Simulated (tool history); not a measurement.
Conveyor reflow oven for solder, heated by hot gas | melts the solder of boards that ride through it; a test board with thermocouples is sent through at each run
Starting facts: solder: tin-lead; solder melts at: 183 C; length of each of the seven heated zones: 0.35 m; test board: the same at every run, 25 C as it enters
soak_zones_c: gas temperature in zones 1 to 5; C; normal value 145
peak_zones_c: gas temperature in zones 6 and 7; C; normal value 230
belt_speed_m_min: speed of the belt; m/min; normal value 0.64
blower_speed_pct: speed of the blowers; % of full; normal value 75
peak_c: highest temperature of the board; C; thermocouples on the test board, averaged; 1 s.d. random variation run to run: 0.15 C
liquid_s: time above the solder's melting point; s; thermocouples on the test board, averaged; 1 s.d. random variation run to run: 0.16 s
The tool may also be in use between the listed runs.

run 1 hour=0 | soak_zones_c=145 peak_zones_c=230 belt_speed_m_min=0.64 blower_speed_pct=75 | peak_c=215 liquid_s=51.3
-- hour=6.4 thermocouples of zones 6 and 7 changed
run 2 hour=32.5 | soak_zones_c=145 peak_zones_c=230 belt_speed_m_min=0.64 blower_speed_pct=75 | peak_c=215.7 liquid_s=51.5
run 3 hour=60.4 | soak_zones_c=145 peak_zones_c=230 belt_speed_m_min=0.64 blower_speed_pct=75 | peak_c=215.4 liquid_s=51.4
run 4 hour=95.8 | soak_zones_c=145 peak_zones_c=230 belt_speed_m_min=0.64 blower_speed_pct=79 | peak_c=215.8 liquid_s=52.1
run 5 hour=114.2 | soak_zones_c=145 peak_zones_c=230 belt_speed_m_min=0.64 blower_speed_pct=79 | peak_c=216.2 liquid_s=52.3
run 6 hour=131.1 | soak_zones_c=145 peak_zones_c=230 belt_speed_m_min=0.64 blower_speed_pct=75 | peak_c=215.6 liquid_s=51.3
run 7 hour=148 | soak_zones_c=145 peak_zones_c=230 belt_speed_m_min=0.64 blower_speed_pct=75 | peak_c=215.5 liquid_s=51
run 8 hour=167.2 | soak_zones_c=145 peak_zones_c=230 belt_speed_m_min=0.64 blower_speed_pct=75 | peak_c=215.3 liquid_s=51.3
run 9 hour=198.1 | soak_zones_c=145 peak_zones_c=240 belt_speed_m_min=0.64 blower_speed_pct=75 | peak_c=224 liquid_s=56.9
run 10 hour=231.2 | soak_zones_c=145 peak_zones_c=222 belt_speed_m_min=0.64 blower_speed_pct=75 | peak_c=207.8 liquid_s=46.1
run 11 hour=261.6 | soak_zones_c=145 peak_zones_c=222 belt_speed_m_min=0.64 blower_speed_pct=75 | peak_c=207.9 liquid_s=46
run 12 hour=290.5 | soak_zones_c=145 peak_zones_c=222 belt_speed_m_min=0.64 blower_speed_pct=75 | peak_c=208 liquid_s=45.7
-- hour=308.1 flux residue cleaned out of gas plates and filters
run 13 hour=311.6 | soak_zones_c=145 peak_zones_c=222 belt_speed_m_min=0.64 blower_speed_pct=75 | peak_c=208.8 liquid_s=46.9
run 14 hour=340.2 | soak_zones_c=145 peak_zones_c=222 belt_speed_m_min=0.585 blower_speed_pct=75 | peak_c=210.8 liquid_s=54.4
run 15 hour=370 | soak_zones_c=145 peak_zones_c=222 belt_speed_m_min=0.585 blower_speed_pct=75 | peak_c=210.6 liquid_s=53.9
run 16 hour=393.7 | soak_zones_c=145 peak_zones_c=222 belt_speed_m_min=0.585 blower_speed_pct=75 | peak_c=210.6 liquid_s=54
run 17 hour=409.6 | soak_zones_c=145 peak_zones_c=222 belt_speed_m_min=0.585 blower_speed_pct=75 | peak_c=210.7 liquid_s=53.8
run 18 hour=428.8 | soak_zones_c=145 peak_zones_c=222 belt_speed_m_min=0.585 blower_speed_pct=75 | peak_c=210.6 liquid_s=53.9
run 19 hour=445 | soak_zones_c=145 peak_zones_c=222 belt_speed_m_min=0.585 blower_speed_pct=75 | peak_c=210.7 liquid_s=53.5
run 20 hour=464.2 | soak_zones_c=145 peak_zones_c=222 belt_speed_m_min=0.585 blower_speed_pct=75 | peak_c=210.9 liquid_s=53.6
-- hour=479.9 belt drive overhauled, speed set with a stopwatch
run 21 hour=486.9 | soak_zones_c=134 peak_zones_c=236 belt_speed_m_min=0.703 blower_speed_pct=51 | peak_c=207.9 liquid_s=35.2

Predict the results of run 22:
run 22 hour=519.1 | soak_zones_c=147 peak_zones_c=228 belt_speed_m_min=0.559 blower_speed_pct=53 | peak_c=? liquid_s=?

Run 22 came out at peak_c 212.7 C, liquid_s 56.2 s.
Minus the tool's unlogged condition, the same run would have read peak_c 213.9 C, liquid_s 57.2 s.
